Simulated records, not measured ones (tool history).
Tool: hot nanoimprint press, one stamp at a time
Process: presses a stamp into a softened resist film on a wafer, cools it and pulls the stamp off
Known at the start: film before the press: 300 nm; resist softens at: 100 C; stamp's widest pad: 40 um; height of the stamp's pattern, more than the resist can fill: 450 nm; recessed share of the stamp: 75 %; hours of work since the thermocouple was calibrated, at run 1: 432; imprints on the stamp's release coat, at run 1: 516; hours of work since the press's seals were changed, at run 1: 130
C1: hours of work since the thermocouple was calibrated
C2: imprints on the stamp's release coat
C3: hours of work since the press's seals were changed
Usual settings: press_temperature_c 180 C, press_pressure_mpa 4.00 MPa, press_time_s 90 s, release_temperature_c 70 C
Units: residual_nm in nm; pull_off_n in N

Run 1, hour 0.0: usual settings; C1 432; C2 516; C3 130. Result: residual_nm 119.2 nm, pull_off_n 218 N.
At hour 18.1: plate thermocouple calibrated.
Run 2, hour 18.1: usual settings; C1 0; C2 558; C3 137. Result: residual_nm 127.5 nm, pull_off_n 226 N.
Run 3, hour 32.6: usual settings; C1 6; C2 599; C3 143. Result: residual_nm 127.3 nm, pull_off_n 227 N.
Run 4, hour 45.4: usual settings; C1 12; C2 636; C3 149. Result: residual_nm 126.2 nm, pull_off_n 229 N.
Run 5, hour 60.2: usual settings; C1 18; C2 677; C3 155. Result: residual_nm 127.3 nm, pull_off_n 231 N.
Run 6, hour 73.1: usual settings; C1 24; C2 714; C3 161. Result: residual_nm 126.6 nm, pull_off_n 232 N.
Run 7, hour 90.4: usual settings; C1 31; C2 763; C3 168. Result: residual_nm 126.3 nm, pull_off_n 233 N.
At hour 102.4: stamp cleaned and given a new release coat.
Run 8, hour 109.6: usual settings but release_temperature_c 66 C; C1 37; C2 21; C3 174. Result: residual_nm 126.3 nm, pull_off_n 218 N.
Run 9, hour 121.2: usual settings but release_temperature_c 66 C; C1 42; C2 54; C3 179. Result: residual_nm 126.2 nm, pull_off_n 219 N.
Run 10, hour 135.0: usual settings but release_temperature_c 59 C; C1 48; C2 93; C3 185. Result: residual_nm 126.4 nm, pull_off_n 239 N.
Run 11, hour 146.0: usual settings but release_temperature_c 59 C; C1 53; C2 124; C3 190. Result: residual_nm 125.7 nm, pull_off_n 241 N.
Run 12, hour 155.9: usual settings; C1 57; C2 152; C3 194. Result: residual_nm 126.2 nm, pull_off_n 212 N.
Run 13, hour 172.8: usual settings; C1 64; C2 199; C3 201. Result: residual_nm 126.3 nm, pull_off_n 212 N.
Run 14, hour 190.7: usual settings; C1 72; C2 250; C3 209. Result: residual_nm 126.0 nm, pull_off_n 214 N.
Run 15, hour 206.0: usual settings but press_pressure_mpa 4.65 MPa; C1 79; C2 293; C3 216. Result: residual_nm 117.1 nm, pull_off_n 216 N.
Run 16, hour 219.3: usual settings but press_pressure_mpa 4.65 MPa; C1 85; C2 331; C3 222. Result: residual_nm 117.6 nm, pull_off_n 217 N.
Run 17, hour 231.5: usual settings but press_time_s 136 s; C1 90; C2 365; C3 227. Result: residual_nm 106.7 nm, pull_off_n 219 N.
Run 18, hour 244.7: usual settings but press_time_s 136 s; C1 96; C2 403; C3 233. Result: residual_nm 105.8 nm, pull_off_n 220 N.
Run 19, hour 262.5: usual settings but press_time_s 136 s; C1 103; C2 453; C3 240. Result: residual_nm 105.9 nm, pull_off_n 221 N.
Run 20, hour 275.8: usual settings but press_time_s 74 s, release_temperature_c 56 C; C1 109; C2 491; C3 246. Result: residual_nm 135.1 nm, pull_off_n 260 N.
Run 21, hour 293.4: usual settings but press_temperature_c 183 C, press_pressure_mpa 4.67 MPa, press_time_s 168 s, release_temperature_c 74 C; C1 117; C2 540; C3 254. Result: residual_nm 81.8 nm, pull_off_n 212 N.
Run 22, hour 307.6: usual settings but press_temperature_c 170 C; C1 123; C2 580; C3 260. Result: residual_nm 166.3 nm, pull_off_n 225 N.
Run 23, hour 324.7: usual settings but press_temperature_c 170 C, press_time_s 111 s, release_temperature_c 55 C; C1 130; C2 629; C3 267. Result: residual_nm 154.5 nm, pull_off_n 270 N.
Run 24, hour 335.9: usual settings but press_temperature_c 168 C, press_pressure_mpa 5.57 MPa, release_temperature_c 64 C; C1 135; C2 660; C3 272. Result: residual_nm 154.1 nm, pull_off_n 243 N.
Run 25, hour 354.8: usual settings but press_temperature_c 176 C, press_pressure_mpa 4.75 MPa, press_time_s 139 s, release_temperature_c 73 C; C1 143; C2 714; C3 280. Result: residual_nm 109.3 nm, pull_off_n 218 N.
Run 26, hour 367.1: usual settings but press_temperature_c 176 C, press_pressure_mpa 4.75 MPa, press_time_s 139 s, release_temperature_c 73 C; C1 149; C2 748; C3 286. Result: residual_nm 108.8 nm, pull_off_n 221 N.
At hour 384.3: stamp cleaned and given a new release coat.
Run 27, hour 385.9: usual settings but press_temperature_c 176 C, press_pressure_mpa 2.66 MPa, press_time_s 139 s, release_temperature_c 73 C; C1 154; C2 4; C3 291. Result: residual_nm 141.4 nm, pull_off_n 198 N.
Run 28, hour 400.3: usual settings but press_temperature_c 170 C, press_pressure_mpa 3.12 MPa, release_temperature_c 57 C; C1 160; C2 45; C3 297. Result: residual_nm 180.9 nm, pull_off_n 239 N.

Run 29 is up next; what results do you expect?
Run 29, hour 419.9: usual settings but press_temperature_c 170 C, press_pressure_mpa 3.12 MPa, release_temperature_c 57 C; C1 169; C2 101; C3 306. Result: residual_nm ?, pull_off_n ?.

{"run 29": {"residual_nm": 180.8, "pull_off_n": 240}}
With the hidden condition absent and the run-to-run variation left alone, this run would have shown residual_nm 185.4 nm, pull_off_n 239 N.
